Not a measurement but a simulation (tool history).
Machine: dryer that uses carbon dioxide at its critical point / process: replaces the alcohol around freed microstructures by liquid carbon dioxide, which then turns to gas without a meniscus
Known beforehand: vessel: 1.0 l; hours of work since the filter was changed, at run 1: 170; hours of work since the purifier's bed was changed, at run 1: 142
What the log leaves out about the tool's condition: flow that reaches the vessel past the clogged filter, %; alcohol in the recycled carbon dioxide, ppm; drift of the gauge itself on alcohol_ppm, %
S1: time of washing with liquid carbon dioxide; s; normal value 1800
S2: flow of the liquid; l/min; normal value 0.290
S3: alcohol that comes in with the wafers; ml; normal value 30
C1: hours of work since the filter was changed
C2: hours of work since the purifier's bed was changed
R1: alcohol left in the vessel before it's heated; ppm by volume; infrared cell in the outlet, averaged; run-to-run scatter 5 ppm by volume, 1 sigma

run	day	S1	S2	S3	C1	C2	R1
1	0.000	1800	0.290	30	170	142	47
2	0.167	1800	0.290	30	172	144	54
3	0.496	1800	0.290	43	175	147	51
4	0.788	1800	0.290	43	178	150	55
5	1.142	1800	0.290	28	182	154	42
6	1.396	1800	0.290	28	184	156	52
7	1.725	1800	0.290	30	188	160	50
8	1.908	1800	0.290	30	190	162	54
9	2.150	1800	0.290	30	192	164	51
10	2.517	1800	0.290	30	196	168	59
11	2.742	1800	0.290	30	198	170	44
12	3.100	1800	0.290	30	202	174	52
13	3.433	1800	0.290	30	205	177	56
14	3.633	1800	0.290	30	208	179	56
15	4.008	1800	0.290	30	211	183	58
16	4.262	1380	0.176	117	214	186	3386
17	4.562	1560	0.385	83	217	189	60
18	4.842	1560	0.181	109	220	192	1817
19	5.117	2220	0.257	109	223	195	66
20	5.496	2220	0.257	109	227	199	77
21	5.771	2220	0.257	109	230	202	75
22	6.088	2220	0.257	109	233	205	78
23	6.258	1380	0.356	20	235	207	69
24	6.538	1380	0.269	20	238	209	125
25	6.721	1380	0.269	20	239	211	136

Measured minus without-hidden-state, run by run (identical run-to-run variation in each term; gauge scatter may differ):
run	R1
1	+33
2	+34
3	+36
4	+37
5	+36
6	+37
7	+38
8	+38
9	+38
10	+40
11	+38
12	+41
13	+41
14	+41
15	+43
16	+546
17	+44
18	+358
19	+49
20	+50
21	+50
22	+54
23	+48
24	+65
25	+66
